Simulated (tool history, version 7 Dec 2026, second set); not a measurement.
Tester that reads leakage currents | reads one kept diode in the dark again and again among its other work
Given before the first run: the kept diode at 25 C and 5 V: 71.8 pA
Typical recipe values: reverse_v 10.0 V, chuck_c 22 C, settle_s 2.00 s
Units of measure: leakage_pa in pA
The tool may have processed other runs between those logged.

{"run": 1, "hour": 0.0, "reverse_v": 10.0, "chuck_c": 22, "settle_s": 2.0, "leakage_pa": 86.85}
{"run": 2, "hour": 47.2, "reverse_v": 15.0, "chuck_c": 22, "settle_s": 2.0, "leakage_pa": 111.62}
{"run": 3, "hour": 72.7, "reverse_v": 15.0, "chuck_c": 22, "settle_s": 2.0, "leakage_pa": 112.17}
{"run": 4, "hour": 124.9, "reverse_v": 1.4, "chuck_c": 22, "settle_s": 2.0, "leakage_pa": 25.69}
{"run": 5, "hour": 152.6, "reverse_v": 1.4, "chuck_c": 22, "settle_s": 2.0, "leakage_pa": 25.82}
{"run": 6, "hour": 215.5, "reverse_v": 10.0, "chuck_c": 22, "settle_s": 2.0, "leakage_pa": 86.82}
{"run": 7, "hour": 248.2, "reverse_v": 10.0, "chuck_c": 22, "settle_s": 1.41, "leakage_pa": 87.87}
{"run": 8, "hour": 289.6, "reverse_v": 10.0, "chuck_c": 22, "settle_s": 1.41, "leakage_pa": 87.6}
{"run": 9, "hour": 324.2, "reverse_v": 15.3, "chuck_c": 22, "settle_s": 1.41, "leakage_pa": 114.13}
{"run": 10, "hour": 349.6, "reverse_v": 15.3, "chuck_c": 22, "settle_s": 1.41, "leakage_pa": 114.51}
{"run": 11, "hour": 411.0, "reverse_v": 15.3, "chuck_c": 22, "settle_s": 3.52, "leakage_pa": 111.59}
{"run": 12, "hour": 457.8, "reverse_v": 15.3, "chuck_c": 22, "settle_s": 3.52, "leakage_pa": 111.24}
{"run": 13, "hour": 520.2, "reverse_v": 15.3, "chuck_c": 22, "settle_s": 3.52, "leakage_pa": 111.5}
{"run": 14, "hour": 546.2, "reverse_v": 10.0, "chuck_c": 22, "settle_s": 1.2, "leakage_pa": 87.59}
{"run": 15, "hour": 579.3, "reverse_v": 10.0, "chuck_c": 22, "settle_s": 1.2, "leakage_pa": 86.86}
{"run": 16, "hour": 617.2, "reverse_v": 10.0, "chuck_c": 22, "settle_s": 1.2, "leakage_pa": 87.44}
{"run": 17, "hour": 645.9, "reverse_v": 10.0, "chuck_c": 22, "settle_s": 1.2, "leakage_pa": 87.24}
{"run": 18, "hour": 703.2, "reverse_v": 10.0, "chuck_c": 22, "settle_s": 1.2, "leakage_pa": 87.32}
{"run": 19, "hour": 751.9, "reverse_v": 10.0, "chuck_c": 22, "settle_s": 1.2, "leakage_pa": 87.15}
{"run": 20, "hour": 814.5, "reverse_v": 10.0, "chuck_c": 43, "settle_s": 2.0, "leakage_pa": 489.59}
{"run": 21, "hour": 871.5, "reverse_v": 10.0, "chuck_c": 43, "settle_s": 2.0, "leakage_pa": 486.28}
{"run": 22, "hour": 913.3, "reverse_v": 10.0, "chuck_c": 40, "settle_s": 2.16, "leakage_pa": 385.85}
{"run": 23, "hour": 972.9, "reverse_v": 2.9, "chuck_c": 26, "settle_s": 7.11, "leakage_pa": 55.4}
{"run": 24, "hour": 1014.4, "reverse_v": 2.8, "chuck_c": 22, "settle_s": 2.0, "leakage_pa": 38.58}
{"run": 25, "hour": 1061.2, "reverse_v": 1.3, "chuck_c": 22, "settle_s": 1.09, "leakage_pa": 24.17}
{"run": 26, "hour": 1089.8, "reverse_v": 1.3, "chuck_c": 22, "settle_s": 1.09, "leakage_pa": 24.11}
{"run": 27, "hour": 1128.9, "reverse_v": 1.3, "chuck_c": 22, "settle_s": 1.09, "leakage_pa": 23.87}
{"run": 28, "hour": 1158.2, "reverse_v": 19.4, "chuck_c": 23, "settle_s": 0.85, "leakage_pa": 146.89}
{"run": 29, "hour": 1211.1, "reverse_v": 2.5, "chuck_c": 25, "settle_s": 0.37, "leakage_pa": 48.41}
{"run": 30, "hour": 1246.8, "reverse_v": 5.8, "chuck_c": 22, "settle_s": 3.22, "leakage_pa": 60.06}
{"run": 31, "hour": 1274.0, "reverse_v": 2.2, "chuck_c": 22, "settle_s": 0.79, "leakage_pa": 33.98}
{"run": 32, "hour": 1300.8, "reverse_v": 2.2, "chuck_c": 22, "settle_s": 0.79, "leakage_pa": 33.55}
{"run": 33, "hour": 1351.9, "reverse_v": 10.0, "chuck_c": 33, "settle_s": 0.79, "leakage_pa": 216.82}
{"run": 34, "hour": 1386.3, "reverse_v": 7.0, "chuck_c": 55, "settle_s": 9.42, "leakage_pa": 979.97}
{"run": 35, "hour": 1417.9, "reverse_v": 4.8, "chuck_c": 47, "settle_s": 1.63, "leakage_pa": 422.85}
{"run": 36, "hour": 1459.6, "reverse_v": 9.0, "chuck_c": 22, "settle_s": 2.0, "leakage_pa": 79.75}
{"run": 37, "hour": 1505.6, "reverse_v": 3.8, "chuck_c": 53, "settle_s": 2.0, "leakage_pa": 581.25}
{"run": 38, "hour": 1538.9, "reverse_v": 3.8, "chuck_c": 53, "settle_s": 2.0, "leakage_pa": 583.7}
{"run": 39, "hour": 1571.2, "reverse_v": 14.4, "chuck_c": 26, "settle_s": 6.21, "leakage_pa": 147.55}
{"run": 40, "hour": 1607.4, "reverse_v": 10.3, "chuck_c": 26, "settle_s": 6.21, "leakage_pa": 119.45}

Some steps in leakage_pa between neighbouring runs. How much of each would the tool show without its hidden state too (settings, what came in, random variation), and how much is left for the hidden state, with any gauge scatter that isn't in both results?
Hidden conditions of the tool in this case: stray current of the dirty probe card, pA a volt; current scale over the true one, %; true chuck temperature over the reading, C; drift of the gauge itself on leakage_pa, %.
Run 33 -> 34: reverse_v 10.0 -> 7.0, chuck_c 33 -> 55, settle_s 0.79 -> 9.42. leakage_pa +763.15 pA: hidden state -47.76, all else +810.91.
Run 34 -> 35: reverse_v 7.0 -> 4.8, chuck_c 55 -> 47, settle_s 9.42 -> 1.63. leakage_pa -557.12 pA: hidden state +31.24, all else -588.36.
Run 36 -> 37: reverse_v 9.0 -> 3.8, chuck_c 22 -> 53. leakage_pa +501.50 pA: hidden state -36.11, all else +537.61.
Run 38 -> 39: reverse_v 3.8 -> 14.4, chuck_c 53 -> 26, settle_s 2.00 -> 6.21. leakage_pa -436.15 pA: hidden state +35.19, all else -471.34.
